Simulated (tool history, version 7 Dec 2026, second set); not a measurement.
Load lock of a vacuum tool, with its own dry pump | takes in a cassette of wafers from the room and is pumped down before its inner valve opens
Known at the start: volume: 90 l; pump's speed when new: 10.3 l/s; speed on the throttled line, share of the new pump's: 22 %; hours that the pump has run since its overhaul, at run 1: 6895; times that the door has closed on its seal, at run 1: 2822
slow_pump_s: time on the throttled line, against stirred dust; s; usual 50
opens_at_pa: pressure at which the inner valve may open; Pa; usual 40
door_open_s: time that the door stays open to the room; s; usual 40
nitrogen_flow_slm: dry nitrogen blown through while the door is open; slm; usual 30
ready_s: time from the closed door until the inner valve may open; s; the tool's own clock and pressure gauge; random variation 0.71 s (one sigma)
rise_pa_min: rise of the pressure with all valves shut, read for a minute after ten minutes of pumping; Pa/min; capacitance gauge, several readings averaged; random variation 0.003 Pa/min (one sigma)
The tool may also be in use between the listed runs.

run    hour  slow_pump_s  opens_at_pa  door_open_s  nitrogen_flow_slm  hours that the pump has run since its overhaul  times that the door has closed on its seal  incoming humidity of the room's air, %  ready_s  rise_pa_min
  1     0.0           50           40           40                 30                                            6895                                        2822                                    45.4    114.9        0.018
  2   270.1           50           40           40                 30                                            7165                                        3807                                    45.1    116.0        0.020
  3   505.7           50           40           40                 30                                            7400                                        4667                                    46.8    116.1        0.025
  4   756.6           46           40           40                 30                                            7651                                        5582                                    47.6    110.5        0.023
  5  1067.3           52           40           40                 30                                            7962                                        6715                                    42.9    118.1        0.030
  6  1394.6           52           40           40                 30                                            8289                                        7909                                    47.3    117.5        0.034
  7  1573.7           50           40           40                 30                                            8468                                        8562                                    46.4    117.0        0.041
  8  1813.8           50           40           40                 30                                            8709                                        9438                                    48.5    117.5        0.039
  9  2133.3           50           40           40                 30                                            9028                                       10603                                    45.8    119.1        0.043
 10  2348.2           50           40           40                 30                                            9243                                       11387                                    42.7    116.9        0.045
 11  2581.0           50           40           40                 30                                            9476                                       12236                                    43.8    119.2        0.049
 12  2757.0           45           40           40                 30                                            9652                                       12878                                    44.4    114.4        0.052
 13  3030.7           50           40           40                 30                                            9925                                       13877                                    45.5    118.4        0.052
 14  3368.3           50           40           40                 30                                           10263                                       15108                                    44.0    119.5        0.056
 15  3661.4           50           40           40                 30                                           10556                                       16177                                    41.5    120.2        0.070
 16  3849.1           50           40           40                 30                                           10744                                       16862                                    44.7    121.2        0.074
 17  4143.9           50           40           40                 30                                           11039                                       17937                                    43.6    120.0        0.077
 18  4445.8           50           40          231                 30                                           11341                                       19038                                    44.3    120.2        0.110
 19  4620.9           50           67           40                 15                                           11516                                       19677                                    42.2    117.9        0.094
 20  4941.3           44           49           40                  7                                           11836                                       20846                                    46.2    115.4        0.106
 21  5214.6           52           50           40                  7                                           12109                                       21842                                    44.1    121.9        0.106
 22  5547.9           86           40           40                 30                                           12443                                       23058                                    44.8    147.6        0.104
 23  5888.2           44           70          184                 30                                           12783                                       24299                                    46.5    111.8        0.134
 24  6034.9           50           40           45                 41                                           12930                                       24835                                    45.3    123.6        0.112
     6064.2  -- dry pump taken out, an overhauled one fitted
 25  6211.7           93           40           37                 41                                             147                                       25457                                    45.3    142.7        0.114
 26  6441.9           93           65           37                 41                                             378                                       26297                                    45.0    138.1        0.117
 27  6618.5           26           40          144                 13                                             554                                       26941                                    45.4     89.9        0.162
 28  6875.6           26           40          144                 13                                             811                                       27879                                    47.1     90.0        0.165
 29  7095.5           26           68          144                 10                                            1031                                       28681                                    42.0     85.3        0.170
 30  7362.8           43           32           90                 14                                            1299                                       29656                                    43.4    105.7        0.167

Forecast run 31:
 31  7503.2           43           32           90                 14                                            1439                                       30168                                    46.3        ?            ?

ready_s: 106.2 s
rise_pa_min: 0.169 Pa/min
Without the tool's hidden state the same run would have given ready_s 104.2 s, rise_pa_min 0.033 Pa/min.
